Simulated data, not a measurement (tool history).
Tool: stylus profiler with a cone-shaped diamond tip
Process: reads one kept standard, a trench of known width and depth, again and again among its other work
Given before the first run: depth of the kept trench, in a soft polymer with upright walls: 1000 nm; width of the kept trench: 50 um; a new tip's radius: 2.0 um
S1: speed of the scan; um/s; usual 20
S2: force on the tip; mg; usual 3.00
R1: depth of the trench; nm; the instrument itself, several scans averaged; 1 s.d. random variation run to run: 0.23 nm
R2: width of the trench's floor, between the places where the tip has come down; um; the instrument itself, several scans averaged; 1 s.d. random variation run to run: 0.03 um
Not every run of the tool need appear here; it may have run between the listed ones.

run	hour	S1	S2	R1	R2
1	0.0	20	3.00	1014.39	46.22
2	11.0	20	1.46	1008.91	46.19
3	23.4	73	3.00	1014.72	45.93
4	38.8	73	3.00	1014.55	45.91
5	49.6	73	3.00	1014.23	45.93
6	57.4	73	3.00	1014.84	45.92
7	73.1	73	3.00	1014.65	45.92
8	87.4	18	3.00	1014.10	46.19
9	100.6	18	3.00	1014.71	46.15
10	113.7	18	3.00	1014.76	46.14
11	120.8	18	3.00	1014.28	46.18
12	134.9	11	7.88	1026.63	46.18
13	151.0	11	7.88	1026.18	46.25
# hour 153.0: height scale calibrated on a step standard
14	161.8	54	6.73	1024.43	46.07
15	172.4	6	3.00	1015.06	46.20
16	188.1	37	1.21	1009.11	45.97
17	201.9	28	3.00	1014.96	46.08
18	208.7	17	3.00	1014.70	46.13
19	216.6	49	1.48	1010.06	45.87

Below, some changes in R1 between adjacent runs. For each, the amount present without the hidden state too (settings, incoming material, random variation) and the amount remaining for the hidden state with gauge scatter not shared by both compared results:
Unlogged tool condition in this case: radius of the tip, um; height scale over the true one, %; drift of the gauge itself on depth_nm, %; drift of the gauge itself on floor_um, %.
Run 11 -> 12: S1 18 -> 11, S2 3.00 -> 7.88. R1 +12.35 nm: hidden state +0.04, all else +12.31.
Run 13 -> 14: S1 11 -> 54, S2 7.88 -> 6.73, height scale calibrated on a step standard. R1 -1.75 nm: hidden state +0.43, all else -2.18.
